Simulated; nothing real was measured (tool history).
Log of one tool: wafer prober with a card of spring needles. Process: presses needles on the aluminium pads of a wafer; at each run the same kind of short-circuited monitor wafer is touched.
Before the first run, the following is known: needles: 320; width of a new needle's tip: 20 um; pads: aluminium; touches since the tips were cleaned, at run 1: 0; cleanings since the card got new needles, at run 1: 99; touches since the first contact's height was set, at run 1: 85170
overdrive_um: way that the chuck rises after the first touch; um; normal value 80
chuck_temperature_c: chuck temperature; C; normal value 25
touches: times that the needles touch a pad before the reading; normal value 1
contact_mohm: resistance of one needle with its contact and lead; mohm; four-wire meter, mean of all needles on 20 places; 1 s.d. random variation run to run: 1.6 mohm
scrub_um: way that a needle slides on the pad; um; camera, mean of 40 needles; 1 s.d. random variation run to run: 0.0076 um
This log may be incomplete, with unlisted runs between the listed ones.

run,hour,overdrive_um,chuck_temperature_c,touches,touches since the tips were cleaned,cleanings since the card got new needles,touches since the first contact's height was set,contact_mohm,scrub_um
1,0.0,80,25,1,0,99,85170,152,19.517
# hour 20.4: tips cleaned on abrasive film
# hour 20.7: height of the first contact set anew
# hour 41.5: tips cleaned on abrasive film
# hour 58.4: tips cleaned on abrasive film
2,62.1,80,25,1,1578,102,17932,156,19.525
# hour 77.4: tips cleaned on abrasive film
# hour 97.6: tips cleaned on abrasive film
# hour 117.8: tips cleaned on abrasive film
# hour 138.6: tips cleaned on abrasive film
3,142.9,80,25,1,1863,106,52928,152,19.543
# hour 155.6: tips cleaned on abrasive film
# hour 176.2: tips cleaned on abrasive film
# hour 193.1: tips cleaned on abrasive film
# hour 212.8: tips cleaned on abrasive film
4,219.4,80,25,1,2897,110,86084,153,19.562
# hour 232.0: tips cleaned on abrasive film
# hour 240.3: height of the first contact set anew
# hour 253.0: tips cleaned on abrasive film
# hour 273.3: tips cleaned on abrasive film
5,282.1,80,29,1,3812,113,18115,151,19.559
# hour 290.6: tips cleaned on abrasive film
# hour 311.7: tips cleaned on abrasive film
# hour 331.1: tips cleaned on abrasive film
# hour 350.8: tips cleaned on abrasive film
6,355.1,80,29,2,1852,117,49692,153,19.569
# hour 371.9: tips cleaned on abrasive film
# hour 391.9: tips cleaned on abrasive film
7,394.4,80,47,1,1086,119,66742,156,19.601
# hour 410.4: tips cleaned on abrasive film
# hour 431.4: tips cleaned on abrasive film
8,447.1,80,47,1,6832,121,89597,155,19.602
# hour 451.4: tips cleaned on abrasive film
# hour 459.5: height of the first contact set anew
# hour 470.0: tips cleaned on abrasive film
9,480.9,80,47,1,4737,123,9277,156,19.604
# hour 489.4: tips cleaned on abrasive film
# hour 509.6: tips cleaned on abrasive film
10,520.0,80,25,1,4531,125,26192,153,19.619
# hour 528.2: tips cleaned on abrasive film
# hour 548.6: tips cleaned on abrasive film
# hour 568.4: tips cleaned on abrasive film
11,585.1,80,25,1,7250,128,54382,153,19.623
# hour 588.5: tips cleaned on abrasive film
# hour 608.7: tips cleaned on abrasive film
# hour 629.7: tips cleaned on abrasive film
# hour 648.2: tips cleaned on abrasive film
12,648.9,88,25,1,308,132,81989,153,21.594
# hour 665.8: tips cleaned on abrasive film
# hour 678.4: height of the first contact set anew
# hour 686.4: tips cleaned on abrasive film
13,698.1,88,25,1,5074,134,8518,149,21.618
# hour 706.4: tips cleaned on abrasive film
# hour 727.5: tips cleaned on abrasive film
14,735.1,88,25,1,3314,136,24559,150,21.631
# hour 747.9: tips cleaned on abrasive film
# hour 764.8: tips cleaned on abrasive film
15,769.5,88,25,1,2034,138,39408,150,21.637
# hour 785.6: tips cleaned on abrasive film
# hour 806.2: tips cleaned on abrasive film
# hour 824.6: tips cleaned on abrasive film
16,824.6,84,108,1,0,141,63262,167,20.670
# hour 841.5: tips cleaned on abrasive film
# hour 861.3: tips cleaned on abrasive film
# hour 882.4: tips cleaned on abrasive film
17,883.0,84,108,1,239,144,88557,162,20.663

What will run 18 give?
# hour 895.9: height of the first contact set anew
# hour 900.2: tips cleaned on abrasive film
# hour 921.3: tips cleaned on abrasive film
18,936.5,84,108,1,6608,146,17592,?,?

contact_mohm: 166 mohm
scrub_um: 20.702 um
Minus the tool's unlogged condition, the same run would have read contact_mohm 166 mohm, scrub_um 20.506 um.
